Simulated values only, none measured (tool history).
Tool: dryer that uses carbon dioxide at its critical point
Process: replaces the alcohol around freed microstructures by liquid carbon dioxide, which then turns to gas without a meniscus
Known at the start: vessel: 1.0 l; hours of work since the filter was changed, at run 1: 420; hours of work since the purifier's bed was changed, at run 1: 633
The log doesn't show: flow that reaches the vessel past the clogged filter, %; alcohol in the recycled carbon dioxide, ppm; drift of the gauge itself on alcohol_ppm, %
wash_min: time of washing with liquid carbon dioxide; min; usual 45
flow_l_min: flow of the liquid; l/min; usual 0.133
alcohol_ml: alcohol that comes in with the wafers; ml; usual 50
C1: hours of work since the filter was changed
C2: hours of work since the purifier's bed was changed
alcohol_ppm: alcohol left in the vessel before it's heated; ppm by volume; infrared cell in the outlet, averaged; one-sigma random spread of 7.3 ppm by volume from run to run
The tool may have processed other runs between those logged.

{"run": 1, "day": 0.0, "wash_min": 45, "flow_l_min": 0.133, "alcohol_ml": 50, "C1": 420, "C2": 633, "alcohol_ppm": 724}
{"run": 2, "day": 2.15, "wash_min": 45, "flow_l_min": 0.133, "alcohol_ml": 50, "C1": 458, "C2": 671, "alcohol_ppm": 765}
{"run": 3, "day": 4.146, "wash_min": 45, "flow_l_min": 0.133, "alcohol_ml": 50, "C1": 493, "C2": 707, "alcohol_ppm": 792}
{"day": 4.912, "done": "inlet filter changed"}
{"run": 4, "day": 5.821, "wash_min": 45, "flow_l_min": 0.133, "alcohol_ml": 50, "C1": 16, "C2": 736, "alcohol_ppm": 390}
{"run": 5, "day": 8.4, "wash_min": 45, "flow_l_min": 0.133, "alcohol_ml": 50, "C1": 62, "C2": 781, "alcohol_ppm": 413}
{"run": 6, "day": 10.129, "wash_min": 45, "flow_l_min": 0.133, "alcohol_ml": 50, "C1": 92, "C2": 812, "alcohol_ppm": 417}
{"run": 7, "day": 12.3, "wash_min": 45, "flow_l_min": 0.133, "alcohol_ml": 50, "C1": 131, "C2": 850, "alcohol_ppm": 464}
{"run": 8, "day": 14.504, "wash_min": 45, "flow_l_min": 0.133, "alcohol_ml": 50, "C1": 170, "C2": 889, "alcohol_ppm": 495}
{"run": 9, "day": 15.796, "wash_min": 45, "flow_l_min": 0.133, "alcohol_ml": 50, "C1": 193, "C2": 912, "alcohol_ppm": 505}
{"run": 10, "day": 17.033, "wash_min": 43, "flow_l_min": 0.133, "alcohol_ml": 50, "C1": 215, "C2": 934, "alcohol_ppm": 612}
{"run": 11, "day": 18.546, "wash_min": 43, "flow_l_min": 0.133, "alcohol_ml": 50, "C1": 241, "C2": 961, "alcohol_ppm": 658}
{"run": 12, "day": 19.696, "wash_min": 45, "flow_l_min": 0.133, "alcohol_ml": 50, "C1": 262, "C2": 981, "alcohol_ppm": 540}
{"run": 13, "day": 21.492, "wash_min": 45, "flow_l_min": 0.133, "alcohol_ml": 50, "C1": 293, "C2": 1013, "alcohol_ppm": 577}
{"run": 14, "day": 23.742, "wash_min": 45, "flow_l_min": 0.133, "alcohol_ml": 50, "C1": 333, "C2": 1053, "alcohol_ppm": 606}
{"run": 15, "day": 26.121, "wash_min": 45, "flow_l_min": 0.133, "alcohol_ml": 50, "C1": 375, "C2": 1095, "alcohol_ppm": 648}
{"run": 16, "day": 28.221, "wash_min": 39, "flow_l_min": 0.133, "alcohol_ml": 50, "C1": 413, "C2": 1132, "alcohol_ppm": 1178}
{"run": 17, "day": 29.538, "wash_min": 39, "flow_l_min": 0.133, "alcohol_ml": 50, "C1": 436, "C2": 1155, "alcohol_ppm": 1241}
{"run": 18, "day": 31.838, "wash_min": 57, "flow_l_min": 0.115, "alcohol_ml": 50, "C1": 477, "C2": 1196, "alcohol_ppm": 491}
{"day": 33.533, "done": "inlet filter changed"}
{"run": 19, "day": 33.771, "wash_min": 65, "flow_l_min": 0.098, "alcohol_ml": 50, "C1": 4, "C2": 1230, "alcohol_ppm": 284}
{"run": 20, "day": 36.175, "wash_min": 39, "flow_l_min": 0.107, "alcohol_ml": 62, "C1": 47, "C2": 1272, "alcohol_ppm": 2059}
{"run": 21, "day": 37.633, "wash_min": 49, "flow_l_min": 0.187, "alcohol_ml": 62, "C1": 73, "C2": 1298, "alcohol_ppm": 89}
{"run": 22, "day": 38.804, "wash_min": 49, "flow_l_min": 0.187, "alcohol_ml": 62, "C1": 93, "C2": 1319, "alcohol_ppm": 79}
{"run": 23, "day": 41.208, "wash_min": 62, "flow_l_min": 0.101, "alcohol_ml": 103, "C1": 136, "C2": 1361, "alcohol_ppm": 731}
{"run": 24, "day": 43.267, "wash_min": 71, "flow_l_min": 0.155, "alcohol_ml": 26, "C1": 172, "C2": 1398, "alcohol_ppm": 57}
{"day": 45.6, "done": "purifier's bed changed"}
{"run": 25, "day": 45.762, "wash_min": 50, "flow_l_min": 0.203, "alcohol_ml": 22, "C1": 214, "C2": 3, "alcohol_ppm": 18}
{"run": 26, "day": 47.996, "wash_min": 39, "flow_l_min": 0.097, "alcohol_ml": 50, "C1": 254, "C2": 42, "alcohol_ppm": 2677}
{"run": 27, "day": 50.208, "wash_min": 45, "flow_l_min": 0.139, "alcohol_ml": 28, "C1": 293, "C2": 82, "alcohol_ppm": 255}
{"run": 28, "day": 51.871, "wash_min": 40, "flow_l_min": 0.139, "alcohol_ml": 28, "C1": 322, "C2": 111, "alcohol_ppm": 446}
{"run": 29, "day": 54.033, "wash_min": 40, "flow_l_min": 0.139, "alcohol_ml": 28, "C1": 361, "C2": 149, "alcohol_ppm": 483}

Forecast each of these 4 alternatives for the next run:
{"run": "A", "day": 55.146, "wash_min": 45, "flow_l_min": 0.082, "alcohol_ml": 25, "C1": 380, "C2": 169, "alcohol_ppm": "?"}
{"run": "B", "day": 55.146, "wash_min": 50, "flow_l_min": 0.133, "alcohol_ml": 50, "C1": 380, "C2": 169, "alcohol_ppm": "?"}
{"run": "C", "day": 55.146, "wash_min": 44, "flow_l_min": 0.203, "alcohol_ml": 56, "C1": 380, "C2": 169, "alcohol_ppm": "?"}
{"run": "D", "day": 55.146, "wash_min": 48, "flow_l_min": 0.093, "alcohol_ml": 28, "C1": 380, "C2": 169, "alcohol_ppm": "?"}

run=A alcohol_ppm=1589
run=B alcohol_ppm=417
run=C alcohol_ppm=112
run=D alcohol_ppm=1060
Had the tool no hidden state, the same runs would have come out as:
run=A alcohol_ppm=1080
run=B alcohol_ppm=211
run=C alcohol_ppm=48
run=D alcohol_ppm=670
